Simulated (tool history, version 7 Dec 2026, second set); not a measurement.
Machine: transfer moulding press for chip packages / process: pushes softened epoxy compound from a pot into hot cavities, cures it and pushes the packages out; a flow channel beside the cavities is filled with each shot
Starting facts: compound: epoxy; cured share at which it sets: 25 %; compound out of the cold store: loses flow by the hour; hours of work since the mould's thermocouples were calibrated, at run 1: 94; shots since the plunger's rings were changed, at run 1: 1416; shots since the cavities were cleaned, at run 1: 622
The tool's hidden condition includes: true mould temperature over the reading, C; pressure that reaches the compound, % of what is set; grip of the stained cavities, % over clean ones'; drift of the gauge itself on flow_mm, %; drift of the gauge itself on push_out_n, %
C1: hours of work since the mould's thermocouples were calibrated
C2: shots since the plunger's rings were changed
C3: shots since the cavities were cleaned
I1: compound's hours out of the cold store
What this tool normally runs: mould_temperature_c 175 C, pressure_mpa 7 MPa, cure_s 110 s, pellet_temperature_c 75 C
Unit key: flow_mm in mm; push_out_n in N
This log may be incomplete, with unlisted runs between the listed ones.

Run 1, hour 0: usual settings; C1 94; C2 1416; C3 622; I1 39.9. Result: flow_mm 775 mm, push_out_n 862 N.
Run 2, hour 8: usual settings; C1 99; C2 1492; C3 698; I1 47.9. Result: flow_mm 747 mm, push_out_n 878 N.
At hour 13: cavities cleaned with cleaning compound and waxed.
Run 3, hour 18.9: usual settings; C1 104; C2 1581; C3 55; I1 14.5. Result: flow_mm 884 mm, push_out_n 653 N.
Run 4, hour 24.5: usual settings but mould_temperature_c 176 C; C1 107; C2 1635; C3 109; I1 32.1. Result: flow_mm 808 mm, push_out_n 643 N.
Run 5, hour 33.4: usual settings but mould_temperature_c 176 C, pressure_mpa 8.14 MPa; C1 112; C2 1720; C3 194; I1 13.7. Result: flow_mm 943 mm, push_out_n 734 N.
Run 6, hour 39: usual settings but mould_temperature_c 173 C; C1 115; C2 1773; C3 247; I1 40.3. Result: flow_mm 782 mm, push_out_n 835 N.
Run 7, hour 49.3: usual settings but mould_temperature_c 173 C; C1 121; C2 1871; C3 345; I1 36.2. Result: flow_mm 791 mm, push_out_n 915 N.
Run 8, hour 55: usual settings but mould_temperature_c 173 C; C1 124; C2 1926; C3 400; I1 17.2. Result: flow_mm 867 mm, push_out_n 971 N.
Run 9, hour 61.6: usual settings but mould_temperature_c 173 C; C1 128; C2 1988; C3 462; I1 27.8. Result: flow_mm 820 mm, push_out_n 926 N.
Run 10, hour 71.9: usual settings but mould_temperature_c 173 C; C1 134; C2 2086; C3 560; I1 22.7. Result: flow_mm 845 mm, push_out_n 1009 N.
Run 11, hour 80.4: usual settings but mould_temperature_c 173 C; C1 139; C2 2167; C3 641; I1 21.5. Result: flow_mm 859 mm, push_out_n 997 N.
Run 12, hour 87.7: usual settings; C1 143; C2 2237; C3 711; I1 38.7. Result: flow_mm 774 mm, push_out_n 837 N.
At hour 91: cavities cleaned with cleaning compound and waxed.
Run 13, hour 97.6: usual settings; C1 148; C2 2317; C3 63; I1 38.6. Result: flow_mm 766 mm, push_out_n 628 N.
Run 14, hour 107.8: usual settings; C1 153; C2 2413; C3 159; I1 14.5. Result: flow_mm 863 mm, push_out_n 753 N.
At hour 110.4: mould's thermocouples calibrated.
Run 15, hour 119.6: usual settings; C1 5; C2 2507; C3 253; I1 23.9. Result: flow_mm 826 mm, push_out_n 762 N.
Run 16, hour 126.9: usual settings but pressure_mpa 5.23 MPa; C1 9; C2 2576; C3 322; I1 43.4. Result: flow_mm 648 mm, push_out_n 741 N.
Run 17, hour 133.2: usual settings but pressure_mpa 6.61 MPa, pellet_temperature_c 71 C; C1 13; C2 2636; C3 382; I1 25.5. Result: flow_mm 796 mm, push_out_n 820 N.
Run 18, hour 138.6: usual settings but pressure_mpa 6.61 MPa, pellet_temperature_c 71 C; C1 16; C2 2687; C3 433; I1 26.1. Result: flow_mm 796 mm, push_out_n 832 N.
Run 19, hour 149: usual settings but pressure_mpa 6.61 MPa, pellet_temperature_c 71 C; C1 22; C2 2786; C3 532; I1 15.6. Result: flow_mm 842 mm, push_out_n 868 N.
Run 20, hour 157.5: usual settings but mould_temperature_c 178 C, pellet_temperature_c 66 C; C1 27; C2 2867; C3 613; I1 31.3. Result: flow_mm 777 mm, push_out_n 723 N.
Run 21, hour 163: usual settings but pressure_mpa 7.53 MPa; C1 30; C2 2920; C3 666; I1 33.8. Result: flow_mm 808 mm, push_out_n 825 N.
At hour 171.8: cavities cleaned with cleaning compound and waxed.
Run 22, hour 172.4: usual settings but mould_temperature_c 178 C, pressure_mpa 7.53 MPa, cure_s 143 s, pellet_temperature_c 82 C; C1 34; C2 2995; C3 6; I1 9.8. Result: flow_mm 898 mm, push_out_n 474 N.
At hour 175.4: mould's thermocouples calibrated, once more.
Run 23, hour 178.8: usual settings but mould_temperature_c 168 C, pressure_mpa 8.19 MPa, cure_s 143 s, pellet_temperature_c 82 C; C1 2; C2 3037; C3 48; I1 22.1. Result: flow_mm 923 mm, push_out_n 661 N.
Run 24, hour 185.8: usual settings but mould_temperature_c 168 C, pressure_mpa 8.19 MPa, cure_s 143 s, pellet_temperature_c 82 C; C1 6; C2 3104; C3 115; I1 29.9. Result: flow_mm 886 mm, push_out_n 676 N.
Run 25, hour 195.3: usual settings but mould_temperature_c 178 C, pressure_mpa 7.39 MPa; C1 11; C2 3194; C3 205; I1 35.8. Result: flow_mm 781 mm, push_out_n 633 N.
Run 26, hour 204.4: usual settings but mould_temperature_c 182 C, cure_s 141 s, pellet_temperature_c 81 C; C1 16; C2 3280; C3 291; I1 31.6. Result: flow_mm 761 mm, push_out_n 595 N.
Run 27, hour 213.7: usual settings but mould_temperature_c 182 C, pressure_mpa 6.42 MPa, cure_s 137 s, pellet_temperature_c 77 C; C1 22; C2 3369; C3 380; I1 23.7. Result: flow_mm 764 mm, push_out_n 611 N.
Run 28, hour 218.9: usual settings but mould_temperature_c 182 C, pressure_mpa 6.42 MPa, cure_s 127 s, pellet_temperature_c 69 C; C1 25; C2 3418; C3 429; I1 14.1. Result: flow_mm 795 mm, push_out_n 629 N.
Run 29, hour 227.2: usual settings but pressure_mpa 8.64 MPa, pellet_temperature_c 74 C; C1 29; C2 3497; C3 508; I1 14. Result: flow_mm 950 mm, push_out_n 858 N.
Run 30, hour 234.2: usual settings but mould_temperature_c 173 C, cure_s 100 s; C1 33; C2 3564; C3 575; I1 41.4. Result: flow_mm 745 mm, push_out_n 1133 N.

What if the next run were any one of these 3? Each begins from the tool's condition after run 30:
Run A, hour 243.1: usual settings but mould_temperature_c 167 C, pressure_mpa 8.21 MPa, cure_s 113 s; C1 38; C2 3649; C3 660; I1 47.6. Result: flow_mm ?, push_out_n ?.
Run B, hour 243.1: usual settings but mould_temperature_c 169 C, pressure_mpa 5.84 MPa; C1 38; C2 3649; C3 660; I1 33.5. Result: flow_mm ?, push_out_n ?.
Run C, hour 243.1: usual settings but mould_temperature_c 173 C, pressure_mpa 7.84 MPa, cure_s 100 s; C1 38; C2 3649; C3 660; I1 28.7. Result: flow_mm ?, push_out_n ?.

run  flow_mm  push_out_n
  A      804        1387
  B      723        1271
  C      849        1227
The same runs, with their run-to-run variation unchanged, on a tool lacking any hidden condition would have given:
run  flow_mm  push_out_n
  A      859         970
  B      772         887
  C      907         856
